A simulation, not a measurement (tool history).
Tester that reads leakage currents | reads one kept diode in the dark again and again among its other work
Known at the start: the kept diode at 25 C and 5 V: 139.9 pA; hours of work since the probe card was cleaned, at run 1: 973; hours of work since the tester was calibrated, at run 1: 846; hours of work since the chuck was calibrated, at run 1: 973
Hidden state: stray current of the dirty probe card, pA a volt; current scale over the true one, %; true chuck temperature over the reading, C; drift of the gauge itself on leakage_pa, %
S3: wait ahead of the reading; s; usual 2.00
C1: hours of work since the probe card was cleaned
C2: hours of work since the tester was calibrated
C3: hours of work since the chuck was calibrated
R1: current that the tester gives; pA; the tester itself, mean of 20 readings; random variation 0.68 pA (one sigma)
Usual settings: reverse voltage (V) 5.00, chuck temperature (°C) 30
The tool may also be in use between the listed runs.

run 1 hour=0.0 | reverse_voltage_(V)=5.00 chuck_temperature_(°C)=30 S3=2.00 | C1=973 C2=846 C3=973 | R1=226.54
run 2 hour=35.6 | reverse_voltage_(V)=5.00 chuck_temperature_(°C)=30 S3=2.00 | C1=991 C2=863 C3=991 | R1=225.76
run 3 hour=77.8 | reverse_voltage_(V)=5.00 chuck_temperature_(°C)=30 S3=2.00 | C1=1011 C2=883 C3=1011 | R1=224.92
run 4 hour=104.0 | reverse_voltage_(V)=5.00 chuck_temperature_(°C)=30 S3=2.00 | C1=1024 C2=896 C3=1024 | R1=226.98
run 5 hour=129.3 | reverse_voltage_(V)=5.00 chuck_temperature_(°C)=30 S3=2.00 | C1=1036 C2=908 C3=1036 | R1=225.77
run 6 hour=166.1 | reverse_voltage_(V)=5.00 chuck_temperature_(°C)=30 S3=2.00 | C1=1054 C2=926 C3=1054 | R1=226.92
run 7 hour=204.3 | reverse_voltage_(V)=5.00 chuck_temperature_(°C)=30 S3=2.00 | C1=1072 C2=944 C3=1072 | R1=225.50
run 8 hour=239.5 | reverse_voltage_(V)=1.96 chuck_temperature_(°C)=23 S3=2.71 | C1=1089 C2=961 C3=1089 | R1=74.10
run 9 hour=262.1 | reverse_voltage_(V)=4.45 chuck_temperature_(°C)=23 S3=2.71 | C1=1100 C2=972 C3=1100 | R1=109.50
run 10 hour=306.9 | reverse_voltage_(V)=4.45 chuck_temperature_(°C)=23 S3=2.71 | C1=1121 C2=994 C3=1121 | R1=109.83
run 11 hour=330.5 | reverse_voltage_(V)=1.65 chuck_temperature_(°C)=28 S3=3.38 | C1=1133 C2=1005 C3=1133 | R1=110.76

Forecast each of these 5 alternatives for the next run:
run A hour=379.1 | reverse_voltage_(V)=1.65 chuck_temperature_(°C)=39 S3=3.38 | C1=1156 C2=1029 C3=1156 | R1=?
run B hour=379.1 | reverse_voltage_(V)=1.60 chuck_temperature_(°C)=41 S3=8.19 | C1=1156 C2=1029 C3=1156 | R1=?
run C hour=379.1 | reverse_voltage_(V)=5.00 chuck_temperature_(°C)=28 S3=2.00 | C1=1156 C2=1029 C3=1156 | R1=?
run D hour=379.1 | reverse_voltage_(V)=1.74 chuck_temperature_(°C)=34 S3=5.49 | C1=1156 C2=1029 C3=1156 | R1=?
run E hour=379.1 | reverse_voltage_(V)=1.65 chuck_temperature_(°C)=24 S3=0.65 | C1=1156 C2=1029 C3=1156 | R1=?

run=A R1=305.01
run=B R1=358.13
run=C R1=186.74
run=D R1=199.46
run=E R1=76.37
Without the tool's hidden state the same runs would have given:
run=A R1=305.21
run=B R1=358.36
run=C R1=186.86
run=D R1=199.59
run=E R1=76.42
